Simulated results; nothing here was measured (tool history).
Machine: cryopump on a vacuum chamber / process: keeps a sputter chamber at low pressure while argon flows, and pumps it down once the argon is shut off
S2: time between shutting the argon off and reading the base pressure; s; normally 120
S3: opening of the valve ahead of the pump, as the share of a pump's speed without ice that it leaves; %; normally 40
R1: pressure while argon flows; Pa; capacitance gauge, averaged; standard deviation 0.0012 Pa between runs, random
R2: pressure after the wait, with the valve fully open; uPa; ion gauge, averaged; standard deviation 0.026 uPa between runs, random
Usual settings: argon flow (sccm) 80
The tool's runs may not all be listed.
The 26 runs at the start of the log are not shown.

Run 27, hour 655: usual settings but argon flow (sccm) 38, S2 267 s, S3 52 %. Result: R1 0.1158 Pa, R2 2.52 uPa.
Run 28, hour 685.4: usual settings but argon flow (sccm) 96, S2 267 s, S3 25 %. Result: R1 0.5721 Pa, R2 2.65 uPa.
Run 29, hour 712.4: usual settings but S3 29 %. Result: R1 0.4158 Pa, R2 3.17 uPa.
Run 30, hour 728.6: usual settings but argon flow (sccm) 34, S2 43 s, S3 44 %. Result: R1 0.1201 Pa, R2 4.75 uPa.
Run 31, hour 759.7: usual settings but argon flow (sccm) 34, S2 43 s, S3 44 %. Result: R1 0.1189 Pa, R2 4.7 uPa.
Run 32, hour 780.3: usual settings but argon flow (sccm) 90, S2 41 s, S3 44 %. Result: R1 0.3195 Pa, R2 4.87 uPa.
Run 33, hour 803.4: usual settings but argon flow (sccm) 77, S2 46 s, S3 28 %. Result: R1 0.4164 Pa, R2 4.71 uPa.
Run 34, hour 834.8: usual settings but argon flow (sccm) 77, S2 46 s, S3 28 %. Result: R1 0.4164 Pa, R2 4.64 uPa.
Run 35, hour 863.4: usual settings but argon flow (sccm) 75, S2 46 s, S3 22 %. Result: R1 0.5064 Pa, R2 4.59 uPa.

Alternative continuations, all from the tool just after run 35; predict every row:
Run A, hour 898.3: usual settings but argon flow (sccm) 149, S2 21 s, S3 25 %. Result: R1 ?, R2 ?.
Run B, hour 898.3: usual settings but argon flow (sccm) 75, S2 45 s, S3 22 %. Result: R1 ?, R2 ?.
Run C, hour 898.3: usual settings but argon flow (sccm) 45, S2 46 s, S3 22 %. Result: R1 ?, R2 ?.

run      R1    R2
  A   0.896   7.4
  B  0.5093  4.84
  C  0.3084  4.73
The same runs, with their run-to-run variation unchanged, on a tool lacking any hidden condition would have given:
run      R1    R2
  A   0.837  5.31
  B  0.4795  2.69
  C  0.2903  2.61
